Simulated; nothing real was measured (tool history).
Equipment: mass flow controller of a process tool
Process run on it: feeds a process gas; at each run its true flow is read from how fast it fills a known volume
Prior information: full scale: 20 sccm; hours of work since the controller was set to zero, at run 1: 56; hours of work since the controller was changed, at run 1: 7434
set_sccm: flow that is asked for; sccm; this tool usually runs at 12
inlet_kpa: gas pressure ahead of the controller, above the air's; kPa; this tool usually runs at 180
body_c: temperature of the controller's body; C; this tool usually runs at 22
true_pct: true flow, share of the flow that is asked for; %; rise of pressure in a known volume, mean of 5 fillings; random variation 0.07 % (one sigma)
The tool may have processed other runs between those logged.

| run | hour | set_sccm | inlet_kpa | body_c | hours of work since the controller was set to zero | hours of work since the controller was changed | true_pct |
|---|---|---|---|---|---|---|---|
| 1 | 0.0 | 12 | 180 | 22 | 56 | 7434 | 101.41 |
| 2 | 383.2 | 12 | 180 | 22 | 266 | 7644 | 101.35 |
| 3 | 637.4 | 12 | 204 | 22 | 405 | 7783 | 101.56 |
| 4 | 895.4 | 12 | 204 | 22 | 546 | 7924 | 101.58 |
| 5 | 1079.0 | 12 | 204 | 22 | 647 | 8025 | 101.62 |
| 6 | 1253.6 | 12 | 180 | 34 | 742 | 8120 | 102.29 |
| 7 | 1591.1 | 11 | 180 | 22 | 927 | 8305 | 101.76 |
| 8 | 1875.9 | 11 | 180 | 22 | 1083 | 8461 | 101.79 |
| 9 | 2255.7 | 12 | 180 | 22 | 1291 | 8669 | 102.07 |
|  | 2505.6 | controller exchanged for a calibrated one |
| 10 | 2515.0 | 12 | 180 | 22 | 5 | 5 | 99.35 |
| 11 | 2709.3 | 12 | 228 | 22 | 111 | 111 | 99.25 |
| 12 | 2960.3 | 12 | 228 | 22 | 249 | 249 | 99.49 |
| 13 | 3241.4 | 12 | 228 | 22 | 403 | 403 | 99.77 |
| 14 | 3425.9 | 12 | 228 | 22 | 504 | 504 | 99.63 |
| 15 | 3720.1 | 3 | 274 | 22 | 665 | 665 | 99.73 |
| 16 | 3956.4 | 3 | 179 | 33 | 794 | 794 | 100.41 |
|  | 3993.5 | controller's zero set anew |
| 17 | 4174.9 | 3 | 179 | 33 | 99 | 913 | 100.91 |
| 18 | 4446.9 | 12 | 151 | 36 | 248 | 1062 | 100.59 |
| 19 | 4650.2 | 16 | 153 | 27 | 359 | 1173 | 100.37 |
|  | 4810.4 | controller's zero set anew, once more |
| 20 | 4825.6 | 16 | 153 | 27 | 8 | 1269 | 100.15 |
| 21 | 5008.8 | 18 | 141 | 20 | 109 | 1369 | 100.04 |
| 22 | 5231.9 | 18 | 141 | 20 | 231 | 1491 | 100.02 |
| 23 | 5407.3 | 10 | 246 | 30 | 327 | 1587 | 100.20 |
| 24 | 5748.0 | 10 | 246 | 30 | 513 | 1774 | 100.35 |

Below are 3 alternative next runs, each starting from the tool's condition after run 24. Predict each:
| A | 5931.8 | 2 | 142 | 30 | 614 | 1874 | ? |
| B | 5931.8 | 10 | 141 | 26 | 614 | 1874 | ? |
| C | 5931.8 | 10 | 246 | 30 | 614 | 1874 | ? |

| run | true_pct |
|---|---|
| A | 100.61 |
| B | 100.19 |
| C | 100.51 |
Without the tool's unlogged condition, the same runs would have read:
| run | true_pct |
|---|---|
| A | 99.17 |
| B | 99.49 |
| C | 99.82 |
